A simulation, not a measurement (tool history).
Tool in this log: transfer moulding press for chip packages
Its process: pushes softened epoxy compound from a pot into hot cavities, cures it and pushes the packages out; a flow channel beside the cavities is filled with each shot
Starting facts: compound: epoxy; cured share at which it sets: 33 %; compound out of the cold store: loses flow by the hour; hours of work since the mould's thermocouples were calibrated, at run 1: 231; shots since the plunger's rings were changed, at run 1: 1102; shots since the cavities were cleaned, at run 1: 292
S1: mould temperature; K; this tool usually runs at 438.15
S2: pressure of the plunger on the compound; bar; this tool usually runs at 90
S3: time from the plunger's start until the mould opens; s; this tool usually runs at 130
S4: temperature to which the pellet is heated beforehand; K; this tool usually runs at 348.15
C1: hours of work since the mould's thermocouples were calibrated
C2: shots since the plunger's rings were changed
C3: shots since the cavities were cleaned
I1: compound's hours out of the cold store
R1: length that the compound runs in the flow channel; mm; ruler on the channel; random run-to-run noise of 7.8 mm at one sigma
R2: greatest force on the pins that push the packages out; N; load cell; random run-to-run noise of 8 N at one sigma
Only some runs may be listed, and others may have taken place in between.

run	day	S1	S2	S3	S4	C1	C2	C3	I1	R1	R2
1	0	438.15	90	130	348.15	231	1102	292	15.6	985	351
2	0.575	438.15	90	130	340.15	242	1268	458	30.9	930	351
3	1.425	438.15	90	130	340.15	258	1510	700	24.1	957	357
4	2.075	438.15	90	130	340.15	271	1697	887	25.5	954	344
# day 3.188: cavities cleaned with cleaning compound and waxed
5	3.45	438.15	90	137	340.15	296	2072	75	31.8	946	348
# day 4.021: mould's thermocouples calibrated
6	4.796	438.15	90	130	348.15	15	2435	438	41.2	910	336
7	5.438	438.15	90	130	348.15	27	2618	621	17.5	986	357
8	5.988	438.15	90	130	348.15	38	2775	778	45.5	885	356
9	7.117	438.15	90	130	348.15	59	3099	1102	18.4	981	370
# day 7.504: cavities cleaned with cleaning compound and waxed
10	7.817	438.15	90	130	348.15	71	3281	89	14.9	992	359
11	8.862	438.15	90	130	348.15	91	3581	389	37.1	927	351
12	10.2	438.15	90	130	348.15	117	3965	773	30	930	342
13	10.946	438.15	98.1	130	348.15	131	4178	986	16	1028	352
# day 11.704: cavities cleaned with cleaning compound and waxed
14	11.825	438.15	78.9	130	348.15	147	4411	34	33.3	868	345
15	12.446	445.15	69.3	129	348.15	159	4590	213	18.2	859	324
16	13.529	433.15	90	116	348.15	179	4900	523	12.7	1018	528
17	14.55	439.15	75	148	354.15	199	5192	815	25.3	872	320
18	15.233	439.15	109.3	159	354.15	212	5388	1011	41.9	1004	337
# day 15.917: cavities cleaned with cleaning compound and waxed
19	16.354	439.15	105.6	159	356.15	232	5690	125	11.4	1092	331
20	16.996	439.15	105.6	159	356.15	244	5875	310	31.4	1017	326
21	17.946	439.15	105.6	159	356.15	263	6146	581	22.4	1046	330
22	19.062	439.15	105.6	159	356.15	284	6466	901	37.6	992	311
23	19.721	445.15	105.6	159	350.15	297	6655	1090	23.9	1013	332
# day 20.15: cavities cleaned with cleaning compound and waxed
# day 20.338: mould's thermocouples calibrated
24	20.454	445.15	105.6	159	350.15	2	6823	63	23.4	1012	310
# day 21.104: plunger's sealing rings changed
25	21.379	440.15	107.9	168	350.15	18	80	299	47.3	976	327
26	22.308	431.15	109.2	152	339.15	36	345	564	11	1129	394
27	23.171	438.15	77.2	130	351.15	52	593	812	21.3	908	354
28	24.088	436.15	89.3	149	356.15	70	855	1074	11	1007	342

Hidden state at the last listed run before each entry between runs and at the first one after, where it differs:
Logged between run 4 and run 5: cavities cleaned with cleaning compound and waxed (day 3.188)
  pressure that reaches the compound, % of what is set: 99.89 -> 99.87; grip of the stained cavities, % over clean ones': 0.7 -> 0.2
Logged between run 5 and run 6: mould's thermocouples calibrated (day 4.021)
  pressure that reaches the compound, % of what is set: 99.87 -> 99.85; grip of the stained cavities, % over clean ones': 0.2 -> 0.5
Logged between run 9 and run 10: cavities cleaned with cleaning compound and waxed (day 7.504)
  pressure that reaches the compound, % of what is set: 99.8 -> 99.79; grip of the stained cavities, % over clean ones': 0.9 -> 0.1
Logged between run 13 and run 14: cavities cleaned with cleaning compound and waxed (day 11.704)
  pressure that reaches the compound, % of what is set: 99.73 -> 99.71; grip of the stained cavities, % over clean ones': 0.8 -> 0.1
Logged between run 18 and run 19: cavities cleaned with cleaning compound and waxed (day 15.917)
  pressure that reaches the compound, % of what is set: 99.65 -> 99.63; grip of the stained cavities, % over clean ones': 0.8 -> 0.2
Logged between run 23 and run 24: cavities cleaned with cleaning compound and waxed (day 20.15); mould's thermocouples calibrated (day 20.338)
  true mould temperature over the reading, C: -0.01 -> 0; pressure that reaches the compound, % of what is set: 99.57 -> 99.56; grip of the stained cavities, % over clean ones': 0.9 -> 0.1
Logged between run 24 and run 25: plunger's sealing rings changed (day 21.104)
  pressure that reaches the compound, % of what is set: 99.56 -> 99.99; grip of the stained cavities, % over clean ones': 0.1 -> 0.4
